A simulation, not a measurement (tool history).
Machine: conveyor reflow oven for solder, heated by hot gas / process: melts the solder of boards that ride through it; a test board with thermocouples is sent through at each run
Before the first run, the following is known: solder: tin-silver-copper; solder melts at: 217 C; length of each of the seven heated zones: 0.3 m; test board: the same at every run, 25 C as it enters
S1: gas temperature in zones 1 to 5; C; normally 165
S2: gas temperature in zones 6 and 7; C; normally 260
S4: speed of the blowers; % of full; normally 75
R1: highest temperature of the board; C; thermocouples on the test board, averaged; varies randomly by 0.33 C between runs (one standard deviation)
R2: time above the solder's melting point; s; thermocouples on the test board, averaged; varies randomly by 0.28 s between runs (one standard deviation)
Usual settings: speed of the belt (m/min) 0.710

Run 1, hour 0.0: usual settings. Result: R1 239.4 C, R2 27.8 s.
Run 2, hour 27.9: usual settings. Result: R1 239.6 C, R2 27.8 s.
Run 3, hour 75.8: usual settings. Result: R1 239.1 C, R2 27.9 s.
Run 4, hour 125.0: usual settings. Result: R1 238.2 C, R2 26.9 s.
Run 5, hour 152.8: usual settings but S1 166 C. Result: R1 238.4 C, R2 27.8 s.
At hour 175.0: flux residue cleaned out of gas plates and filters.
Run 6, hour 190.0: usual settings but S4 79 % of full. Result: R1 242.0 C, R2 30.7 s.
Run 7, hour 218.2: usual settings but S4 70 % of full. Result: R1 239.5 C, R2 28.6 s.
Run 8, hour 246.3: usual settings but S4 70 % of full. Result: R1 239.9 C, R2 28.2 s.
Run 9, hour 291.4: usual settings but S4 70 % of full. Result: R1 239.0 C, R2 27.6 s.
Run 10, hour 320.1: usual settings but S2 271 C. Result: R1 249.3 C, R2 34.1 s.
Run 11, hour 365.8: usual settings but speed of the belt (m/min) 0.792. Result: R1 236.3 C, R2 22.1 s.
Run 12, hour 391.8: usual settings but speed of the belt (m/min) 0.792, S4 88 % of full. Result: R1 239.4 C, R2 25.2 s.
At hour 419.7: belt drive overhauled, speed set with a stopwatch.
Run 13, hour 437.8: usual settings but speed of the belt (m/min) 0.792, S4 88 % of full. Result: R1 238.6 C, R2 23.8 s.
Run 14, hour 475.3: usual settings but S1 150 C. Result: R1 235.5 C, R2 22.0 s.
At hour 492.4: thermocouples of zones 6 and 7 changed.
Run 15, hour 500.1: usual settings but S1 150 C. Result: R1 236.9 C, R2 23.7 s.
Run 16, hour 544.6: usual settings but S1 171 C, S2 273 C, speed of the belt (m/min) 0.693, S4 80 % of full. Result: R1 254.3 C, R2 38.7 s.
Run 17, hour 584.3: usual settings but S1 159 C, S2 273 C, speed of the belt (m/min) 0.819, S4 71 % of full. Result: R1 241.2 C, R2 22.8 s.
Run 18, hour 635.5: usual settings but S1 161 C, S2 273 C, speed of the belt (m/min) 0.821, S4 54 % of full. Result: R1 233.8 C, R2 16.8 s.
Run 19, hour 661.6: usual settings but S1 153 C, S2 252 C, speed of the belt (m/min) 0.693, S4 68 % of full. Result: R1 228.2 C, R2 16.0 s.
Run 20, hour 708.8: usual settings but S1 153 C, S2 252 C, speed of the belt (m/min) 0.693, S4 87 % of full. Result: R1 233.9 C, R2 21.9 s.
Run 21, hour 735.7: usual settings but S1 153 C, S2 270 C, speed of the belt (m/min) 0.677, S4 87 % of full. Result: R1 249.0 C, R2 33.9 s.
At hour 746.5: flux residue cleaned out of gas plates and filters.
Run 22, hour 763.0: usual settings but S1 163 C, S2 264 C, speed of the belt (m/min) 0.576, S4 88 % of full. Result: R1 254.2 C, R2 46.6 s.
Run 23, hour 791.5: usual settings but S1 153 C, S2 257 C, speed of the belt (m/min) 0.576, S4 88 % of full. Result: R1 246.6 C, R2 40.2 s.
Run 24, hour 818.4: usual settings but S1 170 C, S2 259 C. Result: R1 241.5 C, R2 31.1 s.
Run 25, hour 845.1: usual settings but S1 169 C, speed of the belt (m/min) 0.742. Result: R1 241.0 C, R2 27.7 s.
Run 26, hour 882.5: usual settings but S1 176 C, S2 254 C, speed of the belt (m/min) 0.788. Result: R1 235.0 C, R2 23.7 s.
Run 27, hour 919.6: usual settings but S1 156 C, S2 275 C, speed of the belt (m/min) 0.788. Result: R1 247.6 C, R2 27.5 s.
Run 28, hour 964.6: usual settings but S1 162 C, S2 271 C, speed of the belt (m/min) 0.680, S4 52 % of full. Result: R1 243.1 C, R2 29.6 s.
Run 29, hour 1012.9: usual settings but S1 177 C. Result: R1 242.4 C, R2 32.8 s.
Run 30, hour 1059.9: usual settings but S2 258 C. Result: R1 238.0 C, R2 27.0 s.

Predict each of these 5 candidate next runs independently; none follows another, all start after run 30:
Run A, hour 1105.0: usual settings but S1 163 C, speed of the belt (m/min) 0.652. Result: R1 ?, R2 ?.
Run B, hour 1105.0: usual settings but S1 158 C, S2 259 C. Result: R1 ?, R2 ?.
Run C, hour 1105.0: usual settings but S2 257 C. Result: R1 ?, R2 ?.
Run D, hour 1105.0: usual settings but S2 258 C, speed of the belt (m/min) 0.758. Result: R1 ?, R2 ?.
Run E, hour 1105.0: usual settings but S2 270 C, speed of the belt (m/min) 0.644. Result: R1 ?, R2 ?.

run     R1    R2
  A  242.4  32.7
  B  238.0  25.1
  C  236.9  25.9
  D  235.7  22.6
  E  252.0  39.3
Stripped of hidden state, with their random variation kept, the same runs would have yielded:
run     R1    R2
  A  244.8  34.7
  B  240.6  27.4
  C  239.4  28.1
  D  238.3  24.9
  E  254.5  40.8
